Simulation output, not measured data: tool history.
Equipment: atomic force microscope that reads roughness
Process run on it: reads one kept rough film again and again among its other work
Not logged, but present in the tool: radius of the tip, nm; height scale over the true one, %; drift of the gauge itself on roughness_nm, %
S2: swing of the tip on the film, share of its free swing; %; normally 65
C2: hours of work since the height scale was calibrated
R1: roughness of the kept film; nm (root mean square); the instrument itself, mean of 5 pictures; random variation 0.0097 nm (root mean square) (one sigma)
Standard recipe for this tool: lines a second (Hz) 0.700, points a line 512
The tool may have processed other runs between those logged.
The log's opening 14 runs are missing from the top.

{"hour": 704.5, "done": "new tip fitted"}
{"run": 15, "hour": 737.0, "lines a second (Hz)": 0.7, "S2": 65, "points a line": 832, "pictures with this tip": 28, "C2": 61, "R1": 2.102}
{"run": 16, "hour": 795.0, "lines a second (Hz)": 0.7, "S2": 65, "points a line": 832, "pictures with this tip": 77, "C2": 87, "R1": 2.004}
{"run": 17, "hour": 841.8, "lines a second (Hz)": 0.7, "S2": 65, "points a line": 832, "pictures with this tip": 117, "C2": 108, "R1": 1.952}
{"run": 18, "hour": 889.2, "lines a second (Hz)": 0.609, "S2": 77, "points a line": 293, "pictures with this tip": 158, "C2": 129, "R1": 1.82}
{"run": 19, "hour": 953.3, "lines a second (Hz)": 1.172, "S2": 69, "points a line": 512, "pictures with this tip": 213, "C2": 158, "R1": 1.796}
{"hour": 989.2, "done": "height scale calibrated on a step standard, once more"}
{"run": 20, "hour": 989.2, "lines a second (Hz)": 1.172, "S2": 69, "points a line": 512, "pictures with this tip": 243, "C2": 0, "R1": 1.821}
{"run": 21, "hour": 1026.6, "lines a second (Hz)": 1.172, "S2": 69, "points a line": 512, "pictures with this tip": 275, "C2": 17, "R1": 1.781}
{"run": 22, "hour": 1086.7, "lines a second (Hz)": 3.001, "S2": 81, "points a line": 512, "pictures with this tip": 327, "C2": 44, "R1": 1.504}
{"hour": 1136.8, "done": "new tip fitted"}
{"run": 23, "hour": 1150.7, "lines a second (Hz)": 2.515, "S2": 65, "points a line": 297, "pictures with this tip": 12, "C2": 72, "R1": 2.049}
{"run": 24, "hour": 1208.2, "lines a second (Hz)": 2.515, "S2": 65, "points a line": 297, "pictures with this tip": 61, "C2": 98, "R1": 1.973}
{"run": 25, "hour": 1246.3, "lines a second (Hz)": 2.411, "S2": 65, "points a line": 465, "pictures with this tip": 94, "C2": 115, "R1": 1.96}
{"run": 26, "hour": 1314.2, "lines a second (Hz)": 0.651, "S2": 64, "points a line": 633, "pictures with this tip": 152, "C2": 146, "R1": 1.969}
{"run": 27, "hour": 1347.6, "lines a second (Hz)": 0.651, "S2": 64, "points a line": 633, "pictures with this tip": 181, "C2": 161, "R1": 1.941}
{"run": 28, "hour": 1409.8, "lines a second (Hz)": 1.417, "S2": 80, "points a line": 263, "pictures with this tip": 234, "C2": 189, "R1": 1.71}
{"run": 29, "hour": 1464.1, "lines a second (Hz)": 1.655, "S2": 89, "points a line": 675, "pictures with this tip": 281, "C2": 213, "R1": 1.586}
{"run": 30, "hour": 1505.4, "lines a second (Hz)": 0.773, "S2": 65, "points a line": 547, "pictures with this tip": 316, "C2": 232, "R1": 1.76}
{"run": 31, "hour": 1543.8, "lines a second (Hz)": 0.773, "S2": 65, "points a line": 547, "pictures with this tip": 349, "C2": 249, "R1": 1.73}
{"hour": 1567.5, "done": "new tip fitted"}
{"run": 32, "hour": 1613.2, "lines a second (Hz)": 1.134, "S2": 57, "points a line": 695, "pictures with this tip": 39, "C2": 280, "R1": 2.137}
{"run": 33, "hour": 1673.4, "lines a second (Hz)": 3.503, "S2": 65, "points a line": 738, "pictures with this tip": 91, "C2": 307, "R1": 1.92}

Predict each of these 4 candidate next runs independently; none follows another, all start after run 33:
{"run": "A", "hour": 1719.5, "lines a second (Hz)": 0.688, "S2": 84, "points a line": 452, "pictures with this tip": 130, "C2": 328, "R1": "?"}
{"run": "B", "hour": 1719.5, "lines a second (Hz)": 0.7, "S2": 66, "points a line": 812, "pictures with this tip": 130, "C2": 328, "R1": "?"}
{"run": "C", "hour": 1719.5, "lines a second (Hz)": 1.448, "S2": 60, "points a line": 870, "pictures with this tip": 130, "C2": 328, "R1": "?"}
{"run": "D", "hour": 1719.5, "lines a second (Hz)": 1.973, "S2": 65, "points a line": 954, "pictures with this tip": 130, "C2": 328, "R1": "?"}

run=A R1=1.910
run=B R1=2.009
run=C R1=1.983
run=D R1=1.950
Without the tool's unlogged condition, the same runs would have read:
run=A R1=2.115
run=B R1=2.224
run=C R1=2.195
run=D R1=2.158

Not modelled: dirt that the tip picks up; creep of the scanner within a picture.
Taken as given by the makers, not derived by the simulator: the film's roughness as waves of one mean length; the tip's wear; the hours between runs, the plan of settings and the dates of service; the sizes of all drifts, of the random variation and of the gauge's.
